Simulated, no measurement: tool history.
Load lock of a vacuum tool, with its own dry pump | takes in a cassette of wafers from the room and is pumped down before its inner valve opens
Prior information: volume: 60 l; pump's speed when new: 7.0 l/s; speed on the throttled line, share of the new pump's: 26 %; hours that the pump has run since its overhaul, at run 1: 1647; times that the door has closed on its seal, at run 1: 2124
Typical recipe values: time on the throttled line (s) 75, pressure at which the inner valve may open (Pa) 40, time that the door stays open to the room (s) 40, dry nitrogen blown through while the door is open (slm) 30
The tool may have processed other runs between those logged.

run,hour,time on the throttled line (s),pressure at which the inner valve may open (Pa),time that the door stays open to the room (s),dry nitrogen blown through while the door is open (slm),hours that the pump has run since its overhaul,times that the door has closed on its seal,"incoming humidity of the room's air, %",time from the closed door until the inner valve may open (s),rise of the pressure with all valves shut (Pa/min)
1,0.0,75,40,40,30,1647,2124,49.1,122.3,0.012
2,79.0,75,40,40,30,1726,2215,46.7,121.8,0.011
3,186.6,75,40,40,30,1833,2339,42.4,122.1,0.013
4,274.8,75,40,40,30,1922,2441,44.8,123.5,0.008
5,386.9,75,40,40,30,2034,2570,42.7,122.6,0.008
6,440.4,132,40,40,30,2087,2632,44.8,165.0,0.015
7,549.0,132,40,40,30,2196,2757,43.4,164.6,0.014
8,609.2,75,40,40,5,2256,2827,44.8,121.0,0.029
9,679.8,75,40,40,30,2327,2908,46.4,121.9,0.016
10,761.0,75,60,40,30,2408,3002,43.7,118.3,0.012
11,834.6,75,60,40,30,2481,3087,48.0,119.3,0.012
12,953.4,75,40,40,30,2600,3224,41.1,123.3,0.011
13,1013.8,61,40,40,30,2661,3294,42.5,112.6,0.011
14,1076.6,61,40,40,30,2723,3366,44.1,112.6,0.019
15,1129.7,61,40,40,30,2776,3427,48.9,112.3,0.009
16,1213.0,75,40,40,27,2860,3524,45.8,123.0,0.012
17,1316.7,75,40,40,27,2963,3643,45.8,123.2,0.017
18,1393.3,75,40,40,27,3040,3732,40.6,122.3,0.016
19,1480.2,75,40,40,27,3127,3832,44.9,122.7,0.012
20,1551.7,75,61,96,27,3198,3915,44.8,118.7,0.021
21,1660.8,116,40,40,30,3308,4040,47.3,153.1,0.011
22,1760.6,75,32,58,30,3407,4156,43.7,124.6,0.017
23,1826.0,75,61,210,30,3473,4231,47.2,119.6,0.037
24,1935.7,136,50,66,4,3582,4358,43.0,166.2,0.045
25,2023.1,136,50,66,4,3670,4459,42.0,165.2,0.040
26,2111.4,136,50,66,4,3758,4560,46.2,163.9,0.045
27,2171.8,67,35,167,8,3819,4630,44.5,117.1,0.066
28,2266.5,92,40,40,30,3913,4740,44.7,132.9,0.009
29,2358.7,92,40,40,30,4005,4846,43.2,135.0,0.006
30,2460.7,75,74,211,32,4107,4964,45.5,116.7,0.035
31,2575.9,75,74,211,32,4223,5097,48.8,118.9,0.029
32,2685.5,129,42,80,11,4332,5223,44.0,162.6,0.031
33,2808.1,129,42,80,11,4455,5365,44.1,162.9,0.031
34,2920.3,106,46,78,11,4567,5494,49.1,143.2,0.040
35,3021.5,76,33,45,16,4668,5611,47.4,124.5,0.019
36,3110.0,76,33,56,16,4757,5713,42.8,124.9,0.018
37,3236.7,70,74,54,5,4883,5859,43.2,114.6,0.039
38,3289.5,70,74,54,5,4936,5920,46.7,113.5,0.040

3 ways to go on from here, each from the tool as it stands after run 38. What would each give?
A,3378.5,70,74,51,6,5025,6023,42.2,?,?
B,3378.5,75,45,226,35,5025,6023,43.0,?,?
C,3378.5,40,40,40,31,5025,6023,44.6,?,?

run,time from the closed door until the inner valve may open (s),rise of the pressure with all valves shut (Pa/min)
A,114.5,0.030
B,122.6,0.030
C,97.7,0.010
With the hidden condition removed and each run's random variation left untouched, the same runs would have given:
run,time from the closed door until the inner valve may open (s),rise of the pressure with all valves shut (Pa/min)
A,114.5,0.030
B,122.6,0.030
C,97.7,0.010
